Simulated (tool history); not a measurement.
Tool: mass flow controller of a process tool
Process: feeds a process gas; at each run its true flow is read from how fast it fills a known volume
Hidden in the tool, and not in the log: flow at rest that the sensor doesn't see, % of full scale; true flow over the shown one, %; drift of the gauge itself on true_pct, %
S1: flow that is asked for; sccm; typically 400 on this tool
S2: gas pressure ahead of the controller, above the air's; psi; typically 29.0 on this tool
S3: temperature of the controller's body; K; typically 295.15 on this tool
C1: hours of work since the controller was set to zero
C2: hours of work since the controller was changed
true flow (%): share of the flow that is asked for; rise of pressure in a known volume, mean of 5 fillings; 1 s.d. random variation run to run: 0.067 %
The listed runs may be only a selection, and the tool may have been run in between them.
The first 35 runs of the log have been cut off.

{"run": 36, "hour": 7638.9, "S1": 412, "S2": 29.0, "S3": 298.15, "C1": 262, "C2": 364, "true flow (%)": 99.58}
{"run": 37, "hour": 7786.7, "S1": 412, "S2": 29.0, "S3": 298.15, "C1": 330, "C2": 431, "true flow (%)": 99.53}
{"run": 38, "hour": 8061.4, "S1": 412, "S2": 29.0, "S3": 298.15, "C1": 455, "C2": 556, "true flow (%)": 99.5}
{"hour": 8086.3, "done": "controller's zero set anew, once more"}
{"run": 39, "hour": 8342.7, "S1": 412, "S2": 29.0, "S3": 298.15, "C1": 117, "C2": 684, "true flow (%)": 99.46}
{"run": 40, "hour": 8540.7, "S1": 412, "S2": 29.6, "S3": 309.15, "C1": 207, "C2": 774, "true flow (%)": 98.99}
{"run": 41, "hour": 8755.5, "S1": 288, "S2": 22.0, "S3": 304.15, "C1": 305, "C2": 872, "true flow (%)": 98.86}
{"run": 42, "hour": 8943.0, "S1": 288, "S2": 22.0, "S3": 304.15, "C1": 390, "C2": 958, "true flow (%)": 98.72}
{"run": 43, "hour": 9169.6, "S1": 288, "S2": 22.0, "S3": 304.15, "C1": 493, "C2": 1061, "true flow (%)": 98.7}
{"run": 44, "hour": 9384.2, "S1": 288, "S2": 22.0, "S3": 304.15, "C1": 591, "C2": 1158, "true flow (%)": 98.86}
{"run": 45, "hour": 9663.7, "S1": 288, "S2": 22.0, "S3": 304.15, "C1": 718, "C2": 1286, "true flow (%)": 98.78}
{"run": 46, "hour": 9869.6, "S1": 157, "S2": 23.5, "S3": 296.15, "C1": 812, "C2": 1379, "true flow (%)": 98.41}
{"run": 47, "hour": 10006.7, "S1": 99, "S2": 21.0, "S3": 301.15, "C1": 874, "C2": 1442, "true flow (%)": 98.32}
{"run": 48, "hour": 10128.6, "S1": 99, "S2": 21.0, "S3": 301.15, "C1": 930, "C2": 1497, "true flow (%)": 98.36}

Below are 4 alternative next runs, each starting from the tool's condition after run 48. Predict each:
{"run": "A", "hour": 10267.2, "S1": 168, "S2": 32.3, "S3": 302.15, "C1": 993, "C2": 1560, "true flow (%)": "?"}
{"run": "B", "hour": 10267.2, "S1": 272, "S2": 35.0, "S3": 310.15, "C1": 993, "C2": 1560, "true flow (%)": "?"}
{"run": "C", "hour": 10267.2, "S1": 99, "S2": 38.9, "S3": 301.15, "C1": 993, "C2": 1560, "true flow (%)": "?"}
{"run": "D", "hour": 10267.2, "S1": 99, "S2": 21.0, "S3": 308.15, "C1": 993, "C2": 1560, "true flow (%)": "?"}

run=A true_flow_(%)=97.81
run=B true_flow_(%)=97.93
run=C true_flow_(%)=97.45
run=D true_flow_(%)=98.05
The same runs, with their run-to-run variation unchanged, on a tool lacking any hidden condition would have given:
run=A true_flow_(%)=97.58
run=B true_flow_(%)=97.88
run=C true_flow_(%)=96.89
run=D true_flow_(%)=97.49
